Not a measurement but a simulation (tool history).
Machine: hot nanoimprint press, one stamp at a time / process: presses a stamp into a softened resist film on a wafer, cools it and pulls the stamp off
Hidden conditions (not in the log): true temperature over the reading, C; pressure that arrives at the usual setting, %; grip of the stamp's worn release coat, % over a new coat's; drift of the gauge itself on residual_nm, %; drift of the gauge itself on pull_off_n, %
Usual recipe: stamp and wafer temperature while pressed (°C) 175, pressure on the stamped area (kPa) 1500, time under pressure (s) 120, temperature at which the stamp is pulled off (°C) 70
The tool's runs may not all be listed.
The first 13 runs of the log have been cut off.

run   hour  stamp and wafer temperature while pressed (°C)  pressure on the stamped area (kPa)  time under pressure (s)  temperature at which the stamp is pulled off (°C)  hours of work since the thermocouple was calibrated  imprints on the stamp's release coat  hours of work since the press's seals were changed  resist left under the stamp's widest pad (Å)  greatest force while the stamp is pulled off (N)
 14  253.4                                             175                                1500                      120                                                 70                                                  187                                   751                                                 203                                          2821                                               191
 15  274.3                                             175                                1500                      120                                                 70                                                  196                                   785                                                 212                                          2835                                               210
     287.4  -- gauge calibrated
 16  296.4                                             167                                1500                      180                                                 70                                                  206                                   821                                                 221                                          2947                                               184
 17  317.6                                             167                                1500                      180                                                 70                                                  215                                   856                                                 231                                          2971                                               201
 18  335.4                                             175                                1690                      218                                                 70                                                  223                                   884                                                 239                                          2075                                               199
 19  347.0                                             175                                1690                      176                                                 70                                                  228                                   903                                                 244                                          2270                                               199
 20  358.8                                             175                                1690                      176                                                 70                                                  233                                   923                                                 249                                          2262                                               195
 21  371.6                                             182                                1500                      120                                                 70                                                  239                                   944                                                 255                                          2351                                               191
 22  389.7                                             170                                1420                      155                                                 74                                                  247                                   973                                                 263                                          2983                                               175
 23  401.6                                             170                                1420                      155                                                 74                                                  252                                   993                                                 268                                          2987                                               177
 24  423.7                                             170                                1420                      155                                                 74                                                  262                                  1029                                                 278                                          2994                                               174
 25  437.1                                             170                                1420                      155                                                 74                                                  268                                  1051                                                 283                                          2978                                               176
 26  449.7                                             170                                1420                       95                                                 61                                                  273                                  1071                                                 289                                          3542                                               242
 27  466.2                                             170                                1420                       95                                                 61                                                  280                                  1098                                                 296                                          3571                                               247
 28  479.4                                             170                                1420                       95                                                 61                                                  286                                  1120                                                 302                                          3565                                               249
 29  490.3                                             168                                2190                      112                                                 58                                                  291                                  1137                                                 307                                          2875                                               259
     512.6  -- stamp cleaned and given a new release coat
 30  513.1                                             168                                2190                      112                                                 58                                                  298                                     1                                                 314                                          2884                                               257

Alternative continuations, all from the tool just after run 30; predict every row:
  A  536.4                                             168                                1450                      110                                                 69                                                  309                                    39                                                 325                                             ?                                                 ?
  B  536.4                                             172                                1500                      120                                                 68                                                  309                                    39                                                 325                                             ?                                                 ?
  C  536.4                                             168                                2190                      112                                                 74                                                  309                                    39                                                 325                                             ?                                                 ?
  D  536.4                                             166                                1290                      120                                                 70                                                  309                                    39                                                 325                                             ?                                                 ?

run  resist left under the stamp's widest pad (Å)  greatest force while the stamp is pulled off (N)
  A                                          3521                                               204
  B                                          3054                                               199
  C                                          2877                                               178
  D                                          3810                                               196
With the hidden condition removed and each run's random variation left untouched, the same runs would have given:
run  resist left under the stamp's widest pad (Å)  greatest force while the stamp is pulled off (N)
  A                                          3460                                               203
  B                                          3000                                               199
  C                                          2826                                               177
  D                                          3743                                               196
